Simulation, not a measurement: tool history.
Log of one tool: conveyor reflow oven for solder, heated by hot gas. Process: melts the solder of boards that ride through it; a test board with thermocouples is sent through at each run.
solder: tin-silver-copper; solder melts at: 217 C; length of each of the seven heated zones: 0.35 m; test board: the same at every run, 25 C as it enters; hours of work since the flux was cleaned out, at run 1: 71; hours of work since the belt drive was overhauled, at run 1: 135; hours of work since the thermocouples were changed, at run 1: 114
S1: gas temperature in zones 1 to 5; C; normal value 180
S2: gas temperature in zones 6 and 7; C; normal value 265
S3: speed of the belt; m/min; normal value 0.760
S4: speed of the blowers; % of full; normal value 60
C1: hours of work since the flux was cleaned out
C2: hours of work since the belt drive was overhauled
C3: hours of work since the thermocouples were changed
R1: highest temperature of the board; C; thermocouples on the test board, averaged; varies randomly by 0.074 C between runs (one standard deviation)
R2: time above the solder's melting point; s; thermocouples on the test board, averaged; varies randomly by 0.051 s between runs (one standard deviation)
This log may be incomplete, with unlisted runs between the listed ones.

run   hour   S1   S2     S3  S4   C1   C2   C3      R1     R2
  1    0.0  180  265  0.760  60   71  135  114  251.76  43.17
  2    9.1  180  265  0.760  60   75  139  118  251.98  43.13
  3   20.2  180  265  0.760  60   80  144  123  251.83  43.10
  4   26.4  180  265  0.760  60   83  146  126  251.92  43.24
  5   31.3  182  265  0.760  60   85  149  128  252.17  43.88
  6   41.1  182  265  0.760  60   89  153  132  252.12  43.91
  7   50.4  182  265  0.760  60   93  157  136  252.22  43.84
  8   55.8  182  265  0.680  60   96  159  139  254.84  51.15
  9   63.2  182  265  0.680  60   99  163  142  254.94  51.20
 10   70.1  180  265  0.760  60  102  166  145  251.83  43.14
 11   78.9  180  265  0.760  60  106  170  149  251.84  43.08
 12   85.1  180  265  0.760  60  109  172  152  251.80  43.17
      91.0  -- flux residue cleaned out of gas plates and filters
 13  100.0  180  265  0.760  60    4  177  156  251.60  42.96
 14  107.8  180  265  0.760  60    7  180  160  251.43  42.91
 15  119.0  180  265  0.760  60   12  185  164  251.53  42.99
 16  128.9  176  265  0.845  60   17  190  169  247.50  34.95
     138.8  -- flux residue cleaned out of gas plates and filters, once more
 17  138.8  176  265  0.845  60    0  192  171  248.45  35.63
 18  143.9  165  258  0.893  60    2  194  173  238.52  25.00
 19  153.9  165  258  0.893  60    7  198  178  238.46  25.00
 20  163.1  189  271  0.760  77   11  202  182  261.58  50.23
 21  169.8  178  274  0.760  82   14  205  185  263.69  48.10
 22  178.6  180  256  0.760  54   18  209  189  243.17  38.06
 23  184.2  174  255  0.748  60   20  212  191  242.71  37.24
 24  191.8  180  274  0.760  77   23  215  195  263.26  48.39
 25  196.8  175  265  0.700  87   26  217  197  257.30  49.63
 26  205.4  176  269  0.700  60   29  221  201  257.50  48.98
 27  212.4  180  265  0.751  90   33  224  204  256.77  46.99
 28  222.4  187  265  0.750  85   37  229  208  257.00  48.97
 29  231.9  175  274  0.703  79   41  233  212  264.93  52.01
 30  238.1  175  274  0.703  79   44  236  215  264.82  51.92

Predict each of these 3 candidate next runs independently; none follows another, all start after run 30:
  A  242.8  175  269  0.786  79  46  238  217   ?   ?
  B  242.8  180  265  0.626  60  46  238  217   ?   ?
  C  242.8  171  265  0.677  60  46  238  217   ?   ?

run      R1     R2
  A  257.55  43.36
  B  256.78  56.41
  C  253.94  47.77
Without the tool's unlogged condition, the same runs would have read:
run      R1     R2
  A  257.67  43.36
  B  256.82  56.34
  C  254.00  47.75

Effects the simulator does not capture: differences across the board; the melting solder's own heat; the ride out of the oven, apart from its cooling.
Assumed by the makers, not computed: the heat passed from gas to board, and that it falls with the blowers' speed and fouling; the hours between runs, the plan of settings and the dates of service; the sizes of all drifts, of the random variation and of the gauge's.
